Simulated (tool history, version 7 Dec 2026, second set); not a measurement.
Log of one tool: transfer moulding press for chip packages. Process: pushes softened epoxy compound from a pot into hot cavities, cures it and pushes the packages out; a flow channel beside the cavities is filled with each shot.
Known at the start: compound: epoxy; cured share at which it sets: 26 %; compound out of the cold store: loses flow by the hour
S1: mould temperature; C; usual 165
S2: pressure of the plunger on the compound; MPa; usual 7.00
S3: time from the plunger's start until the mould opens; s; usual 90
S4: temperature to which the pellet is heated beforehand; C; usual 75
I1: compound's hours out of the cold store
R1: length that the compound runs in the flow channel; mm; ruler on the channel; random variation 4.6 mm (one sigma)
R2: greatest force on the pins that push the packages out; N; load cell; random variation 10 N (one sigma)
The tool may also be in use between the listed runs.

run     day   S1    S2   S3  S4    I1    R1    R2
  1   0.000  165  7.00   90  75  43.1   755   551
  2   0.479  165  7.00   90  75  36.5   789   582
  3   0.746  172  7.00   90  75   8.0   907   516
  4   1.304  172  7.00   90  75  43.2   742   529
  5   1.679  172  7.00   90  75  36.3   768   526
  6   1.967  172  7.00   90  75  18.4   844   517
  7   2.517  165  6.46   90  75  27.1   795   689
  8   3.029  165  7.00   90  75  34.8   790   673
      3.138  -- cavities cleaned with cleaning compound and waxed
  9   3.412  165  7.00   90  75  16.7   878   881
 10   3.746  165  7.00   90  75  45.4   742   843
 11   4.021  165  7.00   90  75  27.1   824   879
 12   4.588  165  7.00   90  75  19.4   863   904
 13   5.154  159  7.00   90  75  15.4   897  1404
 14   5.588  159  5.65   90  75  42.9   687  1274
 15   6.067  159  5.65  102  75  46.9   664   939
      6.421  -- cavities cleaned with cleaning compound and waxed, once more
 16   6.625  172  5.65  102  75  23.6   744   405
 17   6.971  172  5.65  102  75  40.6   665   430
 18   7.271  168  6.99  123  67  34.7   771   441
 19   7.833  168  8.67  123  83  10.8  1004   466
 20   8.112  166  6.38   90  75  38.4   723   579
 21   8.483  159  7.00   90  75  27.7   825   968
 22   8.833  159  7.00  111  81  17.3   881   664
 23   9.429  158  6.01   70  74  25.7   780  1922
 24   9.904  165  7.00  100  75  32.9   782   606
 25  10.188  165  7.13   92  73   9.0   908   723
     10.588  -- cavities cleaned with cleaning compound and waxed
 26  10.692  165  7.13   92  73  25.5   833   503
 27  11.246  165  7.00   90  84  36.7   758   523
 28  11.504  157  7.10  110  82  30.4   813   665
 29  12.000  167  7.76  100  83  42.9   765   505

Forecast each of these 3 alternatives for the next run:
  A  12.588  165  5.90   72  83  30.3   ?   ?
  B  12.588  164  6.08   78  75   9.0   ?   ?
  C  12.588  163  8.09  100  83  25.4   ?   ?

run   R1    R2
  A  726  1048
  B  843  1013
  C  876   594
Without the tool's hidden state the same runs would have given:
run   R1   R2
  A  749  759
  B  870  731
  C  904  440

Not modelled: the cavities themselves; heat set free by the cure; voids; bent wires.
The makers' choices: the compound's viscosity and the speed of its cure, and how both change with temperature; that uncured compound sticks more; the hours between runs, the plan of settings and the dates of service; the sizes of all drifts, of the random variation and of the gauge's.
